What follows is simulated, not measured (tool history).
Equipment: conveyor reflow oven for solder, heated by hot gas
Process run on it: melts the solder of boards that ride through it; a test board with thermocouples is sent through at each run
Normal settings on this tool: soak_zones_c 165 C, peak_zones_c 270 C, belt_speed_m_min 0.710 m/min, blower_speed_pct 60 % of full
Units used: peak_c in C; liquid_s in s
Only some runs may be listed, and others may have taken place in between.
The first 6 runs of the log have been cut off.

| run | hour | soak_zones_c | peak_zones_c | belt_speed_m_min | blower_speed_pct | peak_c | liquid_s |
|---|---|---|---|---|---|---|---|
| 7 | 50.2 | 176 | 270 | 0.710 | 60 | 250.3 | 36.48 |
| 8 | 55.1 | 176 | 270 | 0.710 | 60 | 250.1 | 36.73 |
| 9 | 66.9 | 176 | 270 | 0.710 | 60 | 250.4 | 36.63 |
| 10 | 75.7 | 164 | 270 | 0.710 | 60 | 247.7 | 32.56 |
| 11 | 84.2 | 164 | 270 | 0.710 | 60 | 247.4 | 32.56 |
| 12 | 96.2 | 164 | 270 | 0.710 | 60 | 247.5 | 32.61 |
| 13 | 107.4 | 164 | 270 | 0.710 | 60 | 247.7 | 32.30 |
| 14 | 115.9 | 164 | 270 | 0.710 | 60 | 247.8 | 32.30 |
| 15 | 126.5 | 165 | 270 | 0.710 | 60 | 247.7 | 32.82 |
| 16 | 134.5 | 170 | 270 | 0.710 | 60 | 248.8 | 34.51 |
| 17 | 143.5 | 165 | 270 | 0.761 | 60 | 244.8 | 28.51 |
| 18 | 149.3 | 177 | 272 | 0.765 | 64 | 250.9 | 34.44 |
| 19 | 154.6 | 176 | 280 | 0.591 | 64 | 266.3 | 53.13 |
| 20 | 166.6 | 160 | 270 | 0.710 | 60 | 246.4 | 31.22 |
| 21 | 178.7 | 155 | 270 | 0.773 | 60 | 241.8 | 24.36 |
| 22 | 185.8 | 161 | 270 | 0.710 | 88 | 256.0 | 37.68 |
| 23 | 193.5 | 159 | 262 | 0.815 | 74 | 240.0 | 23.35 |
| 24 | 202.7 | 159 | 262 | 0.815 | 74 | 239.8 | 23.38 |
| 25 | 212.5 | 165 | 270 | 0.745 | 72 | 250.5 | 33.17 |
| 26 | 223.2 | 151 | 274 | 0.605 | 60 | 255.1 | 40.73 |
| 27 | 235.3 | 155 | 282 | 0.791 | 70 | 255.0 | 31.14 |
| 28 | 243.4 | 155 | 282 | 0.791 | 70 | 255.5 | 31.12 |
| 29 | 251.8 | 164 | 269 | 0.791 | 87 | 252.0 | 31.89 |
| 30 | 260.2 | 164 | 269 | 0.791 | 87 | 251.9 | 31.98 |

Predict each of these 5 candidate next runs independently; none follows another, all start after run 30:
| A | 267.8 | 161 | 266 | 0.710 | 53 | ? | ? |
| B | 267.8 | 164 | 262 | 0.791 | 87 | ? | ? |
| C | 267.8 | 165 | 270 | 0.805 | 58 | ? | ? |
| D | 267.8 | 159 | 284 | 0.710 | 60 | ? | ? |
| E | 267.8 | 162 | 270 | 0.847 | 60 | ? | ? |

| run | peak_c | liquid_s |
|---|---|---|
| A | 240.0 | 26.37 |
| B | 245.7 | 29.29 |
| C | 241.5 | 24.31 |
| D | 258.0 | 36.74 |
| E | 239.1 | 21.19 |
Stripped of hidden state, with their random variation kept, the same runs would have yielded:
| run | peak_c | liquid_s |
|---|---|---|
| A | 240.6 | 26.94 |
| B | 246.7 | 29.98 |
| C | 242.4 | 24.97 |
| D | 258.9 | 37.13 |
| E | 240.2 | 21.93 |

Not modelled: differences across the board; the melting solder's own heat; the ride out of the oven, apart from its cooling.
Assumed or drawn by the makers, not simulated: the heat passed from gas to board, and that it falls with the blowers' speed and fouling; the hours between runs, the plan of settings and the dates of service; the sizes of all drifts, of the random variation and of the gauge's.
